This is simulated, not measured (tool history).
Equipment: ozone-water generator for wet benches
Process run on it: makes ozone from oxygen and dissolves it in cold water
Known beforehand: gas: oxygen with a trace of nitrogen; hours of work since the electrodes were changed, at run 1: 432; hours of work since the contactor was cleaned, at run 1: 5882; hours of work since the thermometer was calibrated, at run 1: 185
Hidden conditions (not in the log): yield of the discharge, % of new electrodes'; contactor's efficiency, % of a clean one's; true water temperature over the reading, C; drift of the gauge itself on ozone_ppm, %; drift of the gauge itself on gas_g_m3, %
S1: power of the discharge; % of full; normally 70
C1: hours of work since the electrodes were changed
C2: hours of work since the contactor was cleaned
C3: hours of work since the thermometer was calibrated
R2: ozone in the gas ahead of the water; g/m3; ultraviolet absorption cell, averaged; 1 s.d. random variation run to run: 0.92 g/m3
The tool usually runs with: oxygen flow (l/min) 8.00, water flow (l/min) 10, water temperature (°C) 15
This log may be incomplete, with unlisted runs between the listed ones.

Run 1, hour 0.0: usual settings; C1 432; C2 5882; C3 185. Result: dissolved ozone (ppm) 19.4, R2 152.7 g/m3.
Run 2, hour 19.3: usual settings but oxygen flow (l/min) 12.36; C1 447; C2 5897; C3 200. Result: dissolved ozone (ppm) 18.4, R2 127.5 g/m3.
Run 3, hour 36.9: usual settings but oxygen flow (l/min) 12.36; C1 460; C2 5910; C3 214. Result: dissolved ozone (ppm) 18.3, R2 127.9 g/m3.
Run 4, hour 58.2: usual settings but oxygen flow (l/min) 4.77; C1 477; C2 5926; C3 230. Result: dissolved ozone (ppm) 20.1, R2 189.9 g/m3.
Run 5, hour 86.5: usual settings but oxygen flow (l/min) 4.77; C1 498; C2 5948; C3 252. Result: dissolved ozone (ppm) 20.1, R2 190.3 g/m3.
Run 6, hour 111.8: usual settings but oxygen flow (l/min) 4.77; C1 518; C2 5968; C3 271. Result: dissolved ozone (ppm) 20.3, R2 190.8 g/m3.
Run 7, hour 129.6: usual settings but oxygen flow (l/min) 5.54; C1 531; C2 5981; C3 285. Result: dissolved ozone (ppm) 20.4, R2 179.1 g/m3.
Run 8, hour 148.5: usual settings but oxygen flow (l/min) 7.78; C1 546; C2 5996; C3 299. Result: dissolved ozone (ppm) 19.4, R2 153.3 g/m3.
Run 9, hour 183.1: usual settings but oxygen flow (l/min) 6.49; C1 572; C2 6022; C3 326. Result: dissolved ozone (ppm) 19.7, R2 167.4 g/m3.
Run 10, hour 210.9: usual settings but oxygen flow (l/min) 6.49; C1 594; C2 6043; C3 347. Result: dissolved ozone (ppm) 20.0, R2 166.1 g/m3.
Run 11, hour 246.1: usual settings but oxygen flow (l/min) 6.49; C1 621; C2 6070; C3 374. Result: dissolved ozone (ppm) 19.9, R2 167.8 g/m3.
At hour 252.2: contactor cleaned.
Run 12, hour 264.7: usual settings but water temperature (°C) 8; C1 632; C2 10; C3 385. Result: dissolved ozone (ppm) 22.3, R2 152.6 g/m3.
Run 13, hour 281.1: usual settings but oxygen flow (l/min) 4.90, water temperature (°C) 19; C1 644; C2 22; C3 398. Result: dissolved ozone (ppm) 18.4, R2 187.7 g/m3.
Run 14, hour 304.8: usual settings but oxygen flow (l/min) 4.90, water temperature (°C) 19; C1 663; C2 40; C3 416. Result: dissolved ozone (ppm) 18.2, R2 185.8 g/m3.
Run 15, hour 322.8: usual settings but oxygen flow (l/min) 4.90, water temperature (°C) 19; C1 676; C2 54; C3 429. Result: dissolved ozone (ppm) 18.2, R2 186.3 g/m3.
Run 16, hour 356.3: usual settings but oxygen flow (l/min) 9.67, water temperature (°C) 19; C1 702; C2 80; C3 455. Result: dissolved ozone (ppm) 17.0, R2 141.1 g/m3.
Run 17, hour 387.7: usual settings but oxygen flow (l/min) 14.27, water flow (l/min) 11, water temperature (°C) 19; C1 726; C2 104; C3 479. Result: dissolved ozone (ppm) 15.1, R2 120.5 g/m3.
Run 18, hour 416.0: usual settings but oxygen flow (l/min) 14.27, water flow (l/min) 11, water temperature (°C) 19; C1 748; C2 125; C3 501. Result: dissolved ozone (ppm) 14.9, R2 119.8 g/m3.

4 ways to go on from here, each from the tool as it stands after run 18. What would each give?
At hour 426.0: contactor cleaned, once more.
Run A, hour 446.9: usual settings but S1 67 % of full, water flow (l/min) 9, water temperature (°C) 9; C1 768; C2 16; C3 521. Result: dissolved ozone (ppm) ?, R2 ?.
At hour 426.0: contactor cleaned, once more.
Run B, hour 446.9: usual settings but S1 42 % of full, oxygen flow (l/min) 14.27, water flow (l/min) 11, water temperature (°C) 19; C1 768; C2 16; C3 521. Result: dissolved ozone (ppm) ?, R2 ?.
At hour 426.0: contactor cleaned, once more.
Run C, hour 446.9: usual settings but oxygen flow (l/min) 14.27, water flow (l/min) 11, water temperature (°C) 12; C1 768; C2 16; C3 521. Result: dissolved ozone (ppm) ?, R2 ?.
At hour 426.0: contactor cleaned, once more.
Run D, hour 446.9: usual settings but oxygen flow (l/min) 7.08, water flow (l/min) 8, water temperature (°C) 9; C1 768; C2 16; C3 521. Result: dissolved ozone (ppm) ?, R2 ?.

run  dissolved ozone (ppm)     R2
  A                   24.5  149.9
  B                   12.3   89.8
  C                   19.5  120.2
  D                   27.2  159.7
Had the tool no hidden state, the same runs would have come out as:
run  dissolved ozone (ppm)     R2
  A                   25.0  152.2
  B                   12.6   90.8
  C                   19.9  122.1
  D                   27.7  162.1
